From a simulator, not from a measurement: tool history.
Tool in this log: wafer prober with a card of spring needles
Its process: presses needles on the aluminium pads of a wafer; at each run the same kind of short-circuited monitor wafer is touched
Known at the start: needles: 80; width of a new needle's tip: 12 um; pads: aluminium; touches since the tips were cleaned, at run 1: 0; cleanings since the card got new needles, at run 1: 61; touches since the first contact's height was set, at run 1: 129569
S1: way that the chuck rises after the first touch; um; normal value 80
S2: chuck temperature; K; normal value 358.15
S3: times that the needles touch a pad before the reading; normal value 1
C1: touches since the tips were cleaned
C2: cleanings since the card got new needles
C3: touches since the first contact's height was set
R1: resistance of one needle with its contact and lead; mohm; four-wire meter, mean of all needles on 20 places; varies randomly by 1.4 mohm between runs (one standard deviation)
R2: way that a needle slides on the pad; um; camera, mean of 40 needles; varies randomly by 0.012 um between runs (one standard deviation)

run	hour	S1	S2	S3	C1	C2	C3	R1	R2
1	0.0	80	358.15	1	0	61	129569	132	16.93
# hour 15.4: tips cleaned on abrasive film
2	17.0	80	358.15	1	719	62	137496	146	16.94
# hour 32.2: tips cleaned on abrasive film
3	38.9	80	358.15	1	3156	63	147757	181	16.93
# hour 48.4: tips cleaned on abrasive film
4	59.3	80	358.15	2	5106	64	157289	165	16.92
# hour 65.4: tips cleaned on abrasive film
5	75.8	80	358.15	1	4900	65	165008	197	16.90
# hour 81.8: tips cleaned on abrasive film
6	96.4	62	358.15	1	6849	66	174633	243	13.03
# hour 97.7: tips cleaned on abrasive film
# hour 115.5: tips cleaned on abrasive film
7	118.0	62	358.15	1	1177	68	184671	170	13.02
# hour 123.5: height of the first contact set anew
# hour 131.2: tips cleaned on abrasive film
8	142.0	62	358.15	1	5087	69	8673	232	13.24
# hour 147.6: tips cleaned on abrasive film
9	162.2	63	358.15	1	6878	70	18127	237	13.44
# hour 164.0: tips cleaned on abrasive film
# hour 179.4: tips cleaned on abrasive film
10	181.6	63	358.15	1	1022	72	27112	173	13.43
# hour 196.8: tips cleaned on abrasive film
11	197.6	63	358.15	1	383	73	34594	153	13.42
# hour 212.2: tips cleaned on abrasive film
12	222.2	63	358.15	1	4697	74	46113	227	13.41
# hour 229.5: tips cleaned on abrasive film
# hour 245.0: tips cleaned on abrasive film
13	245.0	63	358.15	1	0	76	56753	131	13.36
# hour 261.2: tips cleaned on abrasive film
14	267.3	80	362.15	1	2867	77	67169	183	17.01
# hour 276.8: tips cleaned on abrasive film
15	279.9	78	330.15	3	1452	78	73014	136	16.55
# hour 293.4: tips cleaned on abrasive film
16	303.3	80	299.15	1	4678	79	84001	194	16.97
# hour 309.4: tips cleaned on abrasive film
# hour 325.5: tips cleaned on abrasive film
17	326.0	89	334.15	1	227	81	94550	133	18.87
# hour 341.7: tips cleaned on abrasive film
18	344.2	80	343.15	2	1181	82	103086	141	16.95
19	356.7	80	358.15	1	7012	82	108917	202	16.94
# hour 358.2: tips cleaned on abrasive film
# hour 375.1: tips cleaned on abrasive film
20	382.2	80	358.15	1	3314	84	120821	189	16.92
# hour 391.0: tips cleaned on abrasive film
# hour 406.9: tips cleaned on abrasive film
21	406.9	80	358.15	1	0	86	132332	127	16.90
# hour 423.9: tips cleaned on abrasive film
22	426.6	77	306.15	2	1247	87	141539	143	16.25
# hour 440.3: tips cleaned on abrasive film
23	452.1	77	306.15	2	5552	88	153474	168	16.24
# hour 456.7: tips cleaned on abrasive film
# hour 472.6: tips cleaned on abrasive film
24	479.8	75	308.15	1	3361	90	166399	193	15.81
# hour 488.5: tips cleaned on abrasive film
25	493.7	80	362.15	1	2439	91	172886	181	16.86

Here are 3 independent what-if runs from the current tool condition. What would each one return?
# hour 505.2: tips cleaned on abrasive film
A	513.2	80	362.15	3	3727	92	181991	?	?
# hour 505.2: tips cleaned on abrasive film
B	513.2	80	376.15	2	3727	92	181991	?	?
# hour 505.2: tips cleaned on abrasive film
C	513.2	70	358.15	2	3727	92	181991	?	?

run	R1	R2
A	145	16.84
B	161	16.84
C	169	14.71
Without the tool's hidden state the same runs would have given:
run	R1	R2
A	122	17.10
B	124	17.10
C	121	14.96

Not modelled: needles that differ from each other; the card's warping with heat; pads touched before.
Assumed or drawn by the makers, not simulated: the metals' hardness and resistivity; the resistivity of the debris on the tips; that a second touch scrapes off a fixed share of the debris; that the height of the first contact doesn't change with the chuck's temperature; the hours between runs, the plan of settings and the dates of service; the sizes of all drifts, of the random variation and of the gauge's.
